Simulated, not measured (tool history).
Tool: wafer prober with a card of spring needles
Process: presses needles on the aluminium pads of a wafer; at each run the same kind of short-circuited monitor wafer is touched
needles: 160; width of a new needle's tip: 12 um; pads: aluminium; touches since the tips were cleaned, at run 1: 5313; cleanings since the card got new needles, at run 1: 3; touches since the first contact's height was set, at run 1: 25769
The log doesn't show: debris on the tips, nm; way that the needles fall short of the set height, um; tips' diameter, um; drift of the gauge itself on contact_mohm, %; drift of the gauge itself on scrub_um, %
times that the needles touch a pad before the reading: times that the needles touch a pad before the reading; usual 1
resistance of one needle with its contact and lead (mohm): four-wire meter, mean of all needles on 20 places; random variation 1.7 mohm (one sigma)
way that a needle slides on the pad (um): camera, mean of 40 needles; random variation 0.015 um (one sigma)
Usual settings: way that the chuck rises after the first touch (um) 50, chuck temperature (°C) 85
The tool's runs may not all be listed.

run	hour	way that the chuck rises after the first touch (um)	chuck temperature (°C)	times that the needles touch a pad before the reading	touches since the tips were cleaned	cleanings since the card got new needles	touches since the first contact's height was set	resistance of one needle with its contact and lead (mohm)	way that a needle slides on the pad (um)
1	0	50	85	1	5313	3	25769	175	6.31
# hour 3: tips cleaned on abrasive film
2	7.3	50	85	1	849	4	27194	172	6.35
3	11.8	69	85	1	1764	4	28109	173	8.76
4	18.6	69	85	1	3101	4	29446	171	8.77
5	25.8	50	95	1	4539	4	30884	178	6.4
6	29.7	50	124	1	5330	4	31675	180	6.39
# hour 32.8: tips cleaned on abrasive film
7	38.7	50	124	1	1162	5	33434	179	6.38
8	46.4	50	124	1	2694	5	34966	182	6.39
9	53.2	50	124	1	4044	5	36316	183	6.38
10	58.4	50	124	1	5082	5	37354	185	6.43
# hour 62.6: tips cleaned on abrasive film
11	63	46	124	1	91	6	38263	180	5.88
12	67	46	124	1	885	6	39057	185	5.9
13	74	46	124	1	2270	6	40442	182	5.93
14	77.9	46	124	2	3061	6	41233	182	5.9
15	82.2	46	124	2	3908	6	42080	183	5.94
16	86.3	46	124	2	4734	6	42906	185	5.94
# hour 92.2: tips cleaned on abrasive film
17	92.2	46	124	2	0	7	44057	184	5.91
18	95.9	46	96	2	744	7	44801	178	5.93
19	100.9	46	96	2	1740	7	45797	179	5.95
20	106.1	68	31	1	2774	7	46831	164	8.8
21	113	50	74	2	4132	7	48189	177	6.47
22	120.5	50	74	2	5637	7	49694	173	6.49
# hour 122: tips cleaned on abrasive film
23	126.8	35	85	2	958	8	50922	179	4.53
24	134.6	50	85	2	2515	8	52479	174	6.49
25	142.2	38	85	1	4024	8	53988	178	4.95
26	146.1	52	81	1	4813	8	54777	177	6.81
27	150.5	47	54	2	5676	8	55640	172	6.1
# hour 151.9: tips cleaned on abrasive film
# hour 152.4: gauge calibrated
28	154.5	31	85	1	507	9	56417	182	3.95
29	163.7	50	53	1	2352	9	58262	169	6.34

Forecast each of these 5 alternatives for the next run:
A	167.5	56	85	1	3103	9	59013	?	?
B	167.5	30	58	1	3103	9	59013	?	?
C	167.5	32	43	2	3103	9	59013	?	?
D	167.5	66	32	1	3103	9	59013	?	?
E	167.5	50	47	1	3103	9	59013	?	?

run	resistance of one needle with its contact and lead (mohm)	way that a needle slides on the pad (um)
A	177	7.12
B	174	3.8
C	171	4.09
D	164	8.38
E	170	6.38
Without the tool's hidden state the same runs would have given:
run	resistance of one needle with its contact and lead (mohm)	way that a needle slides on the pad (um)
A	177	7.1
B	173	3.79
C	171	4.08
D	164	8.36
E	169	6.36

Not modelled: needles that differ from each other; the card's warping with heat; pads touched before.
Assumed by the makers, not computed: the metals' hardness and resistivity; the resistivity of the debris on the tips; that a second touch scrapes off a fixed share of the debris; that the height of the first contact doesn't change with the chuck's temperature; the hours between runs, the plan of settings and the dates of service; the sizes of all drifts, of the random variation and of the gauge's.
